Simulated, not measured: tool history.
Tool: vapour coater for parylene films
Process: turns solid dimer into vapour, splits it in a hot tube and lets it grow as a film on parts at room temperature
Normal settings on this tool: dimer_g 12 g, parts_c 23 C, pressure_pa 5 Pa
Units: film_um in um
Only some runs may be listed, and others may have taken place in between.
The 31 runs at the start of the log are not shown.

run,hour,dimer_g,parts_c,pressure_pa,film_um
32,395.6,6,28,2.77,4.94
33,409,12,23,9.57,8.83
34,424.5,12,23,5.61,9.88
35,438,12,30,5,8.28
36,448,9,18,3.23,9.21
37,456.2,9,18,3.23,9.35
38,464.2,9,18,5.76,8.26
39,478.5,9,23,5,7.55
40,486.5,9,23,4.33,7.64
41,497.2,9,23,4.33,7.68

Forecast each of these 3 alternatives for the next run:
A,512.3,21,33,5,?
B,512.3,17,16,5.27,?
C,512.3,9,23,2.39,?

run,film_um
A,13.58
B,16.72
C,8.63
Had the tool no hidden state, the same runs would have come out as:
run,film_um
A,13.99
B,17.22
C,8.89
